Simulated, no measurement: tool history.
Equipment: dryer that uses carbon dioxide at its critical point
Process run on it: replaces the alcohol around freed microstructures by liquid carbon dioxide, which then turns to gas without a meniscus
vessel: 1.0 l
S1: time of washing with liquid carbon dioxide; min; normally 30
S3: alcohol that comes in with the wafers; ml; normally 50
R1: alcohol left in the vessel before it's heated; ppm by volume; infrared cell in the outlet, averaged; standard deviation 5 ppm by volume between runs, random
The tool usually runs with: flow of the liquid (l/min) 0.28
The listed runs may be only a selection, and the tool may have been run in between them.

run 1 hour=0 | S1=30 flow_of_the_liquid_(l/min)=0.28 S3=50 | R1=42
run 2 hour=23.8 | S1=30 flow_of_the_liquid_(l/min)=0.28 S3=50 | R1=48
run 3 hour=40.2 | S1=30 flow_of_the_liquid_(l/min)=0.28 S3=50 | R1=46
run 4 hour=57.5 | S1=19 flow_of_the_liquid_(l/min)=0.28 S3=50 | R1=509
run 5 hour=85.8 | S1=30 flow_of_the_liquid_(l/min)=0.28 S3=31 | R1=42
run 6 hour=111.7 | S1=30 flow_of_the_liquid_(l/min)=0.28 S3=31 | R1=39
run 7 hour=128.2 | S1=30 flow_of_the_liquid_(l/min)=0.28 S3=50 | R1=55
run 8 hour=144.3 | S1=30 flow_of_the_liquid_(l/min)=0.28 S3=50 | R1=56
-- hour=180.7 inlet filter changed
run 9 hour=181.3 | S1=30 flow_of_the_liquid_(l/min)=0.28 S3=50 | R1=46
run 10 hour=200.3 | S1=30 flow_of_the_liquid_(l/min)=0.28 S3=50 | R1=39
run 11 hour=233.8 | S1=30 flow_of_the_liquid_(l/min)=0.28 S3=50 | R1=45
run 12 hour=256.6 | S1=30 flow_of_the_liquid_(l/min)=0.28 S3=50 | R1=44
run 13 hour=281.3 | S1=30 flow_of_the_liquid_(l/min)=0.28 S3=50 | R1=40
run 14 hour=302.5 | S1=30 flow_of_the_liquid_(l/min)=0.28 S3=50 | R1=52
run 15 hour=333.5 | S1=30 flow_of_the_liquid_(l/min)=0.28 S3=50 | R1=55
run 16 hour=362.8 | S1=30 flow_of_the_liquid_(l/min)=0.28 S3=50 | R1=54
run 17 hour=378 | S1=30 flow_of_the_liquid_(l/min)=0.28 S3=50 | R1=56
run 18 hour=403.7 | S1=30 flow_of_the_liquid_(l/min)=0.28 S3=24 | R1=56
run 19 hour=430.1 | S1=30 flow_of_the_liquid_(l/min)=0.28 S3=22 | R1=51
run 20 hour=448.4 | S1=30 flow_of_the_liquid_(l/min)=0.28 S3=22 | R1=59
run 21 hour=475.5 | S1=30 flow_of_the_liquid_(l/min)=0.28 S3=93 | R1=87
run 22 hour=494 | S1=36 flow_of_the_liquid_(l/min)=0.28 S3=93 | R1=62
run 23 hour=525 | S1=36 flow_of_the_liquid_(l/min)=0.28 S3=93 | R1=52
run 24 hour=557.6 | S1=27 flow_of_the_liquid_(l/min)=0.457 S3=32 | R1=52
run 25 hour=589.3 | S1=27 flow_of_the_liquid_(l/min)=0.457 S3=32 | R1=53
run 26 hour=615.2 | S1=23 flow_of_the_liquid_(l/min)=0.341 S3=39 | R1=98
run 27 hour=646.4 | S1=31 flow_of_the_liquid_(l/min)=0.24 S3=118 | R1=204
run 28 hour=674.4 | S1=30 flow_of_the_liquid_(l/min)=0.348 S3=24 | R1=62
run 29 hour=702.7 | S1=22 flow_of_the_liquid_(l/min)=0.357 S3=53 | R1=118
run 30 hour=722.4 | S1=22 flow_of_the_liquid_(l/min)=0.357 S3=53 | R1=107
run 31 hour=743.4 | S1=23 flow_of_the_liquid_(l/min)=0.296 S3=55 | R1=202
run 32 hour=776.7 | S1=30 flow_of_the_liquid_(l/min)=0.28 S3=35 | R1=88
-- hour=811.6 purifier's bed changed
run 33 hour=816.7 | S1=33 flow_of_the_liquid_(l/min)=0.289 S3=22 | R1=8
run 34 hour=841.3 | S1=33 flow_of_the_liquid_(l/min)=0.289 S3=22 | R1=13
run 35 hour=864.8 | S1=33 flow_of_the_liquid_(l/min)=0.289 S3=22 | R1=12

Run 36 is up next; what results do you expect?
run 36 hour=887.5 | S1=48 flow_of_the_liquid_(l/min)=0.402 S3=23 | R1=?

{"run 36": {"R1": 9}}
On a tool with no hidden condition, and with the same random variation, this run would have come out at R1 4 ppm by volume.
